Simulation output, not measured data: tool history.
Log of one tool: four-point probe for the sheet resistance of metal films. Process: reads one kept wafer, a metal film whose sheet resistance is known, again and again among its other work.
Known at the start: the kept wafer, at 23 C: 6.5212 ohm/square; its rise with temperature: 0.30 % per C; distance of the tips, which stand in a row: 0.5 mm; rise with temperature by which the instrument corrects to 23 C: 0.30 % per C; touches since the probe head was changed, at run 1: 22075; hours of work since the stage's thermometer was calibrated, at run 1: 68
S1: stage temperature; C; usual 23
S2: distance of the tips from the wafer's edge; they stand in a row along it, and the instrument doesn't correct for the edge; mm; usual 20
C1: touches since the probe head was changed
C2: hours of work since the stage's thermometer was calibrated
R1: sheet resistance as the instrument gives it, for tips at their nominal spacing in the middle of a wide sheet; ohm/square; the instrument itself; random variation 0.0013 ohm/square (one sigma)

run 1 hour=0 | S1=23 S2=20 | C1=22075 C2=68 | R1=6.48553
run 2 hour=36.9 | S1=27 S2=20 | C1=23122 C2=97 | R1=6.48569
run 3 hour=80.1 | S1=23 S2=20 | C1=24350 C2=131 | R1=6.484526
run 4 hour=124.7 | S1=23 S2=20 | C1=25616 C2=165 | R1=6.484053
run 5 hour=168.7 | S1=23 S2=20 | C1=26866 C2=200 | R1=6.48406
run 6 hour=219.9 | S1=23 S2=20 | C1=28320 C2=240 | R1=6.482491
run 7 hour=283.8 | S1=30 S2=20 | C1=30134 C2=290 | R1=6.479547
run 8 hour=330.2 | S1=30 S2=20 | C1=31451 C2=326 | R1=6.479354
run 9 hour=371.4 | S1=30 S2=20 | C1=32622 C2=358 | R1=6.480696
run 10 hour=440.4 | S1=30 S2=16 | C1=34581 C2=412 | R1=6.481216
run 11 hour=486.6 | S1=23 S2=20 | C1=35891 C2=448 | R1=6.477287
run 12 hour=547.5 | S1=23 S2=20 | C1=37620 C2=495 | R1=6.475881
run 13 hour=618.3 | S1=23 S2=20 | C1=39633 C2=551 | R1=6.479879
-- hour=622.9 stage's thermometer calibrated
run 14 hour=684.3 | S1=25 S2=19 | C1=41491 C2=48 | R1=6.475529
run 15 hour=758.2 | S1=31 S2=3 | C1=43591 C2=106 | R1=6.569344
run 16 hour=812.5 | S1=20 S2=10 | C1=45132 C2=148 | R1=6.482508
run 17 hour=849.1 | S1=20 S2=60 | C1=46170 C2=177 | R1=6.471302
-- hour=860.8 stage's thermometer calibrated, once more
run 18 hour=920.5 | S1=20 S2=60 | C1=48186 C2=47 | R1=6.480665
run 19 hour=988.3 | S1=20 S2=49 | C1=50109 C2=100 | R1=6.477192
run 20 hour=1031.9 | S1=20 S2=30 | C1=51347 C2=134 | R1=6.478247
run 21 hour=1069 | S1=23 S2=27 | C1=52402 C2=163 | R1=6.479206
run 22 hour=1123.9 | S1=18 S2=17 | C1=53961 C2=205 | R1=6.479139
run 23 hour=1169.1 | S1=18 S2=17 | C1=55243 C2=241 | R1=6.479405
run 24 hour=1217.9 | S1=34 S2=5 | C1=56628 C2=279 | R1=6.50923

Measured less the same run without the tool's hidden state. The same run-to-run variation is in both; the gauge's scatter may not be:
The hidden state here: inner tips' distance over the nominal, %; tips' flats over new ones', %; wafer's true temperature over the reading, C; drift of the gauge itself on sheet_ohm, %.
run=1 R1=-0.039157
run=2 R1=-0.039534
run=3 R1=-0.039986
run=4 R1=-0.040427
run=5 R1=-0.04086
run=6 R1=-0.041428
run=7 R1=-0.042052
run=8 R1=-0.042517
run=9 R1=-0.042979
run=10 R1=-0.043706
run=11 R1=-0.044236
run=12 R1=-0.044852
run=13 R1=-0.045611
run=14 R1=-0.048287
run=15 R1=-0.04963
run=16 R1=-0.049838
run=17 R1=-0.05015
run=18 R1=-0.042722
run=19 R1=-0.043371
run=20 R1=-0.043862
run=21 R1=-0.044254
run=22 R1=-0.044851
run=23 R1=-0.045355
run=24 R1=-0.045987
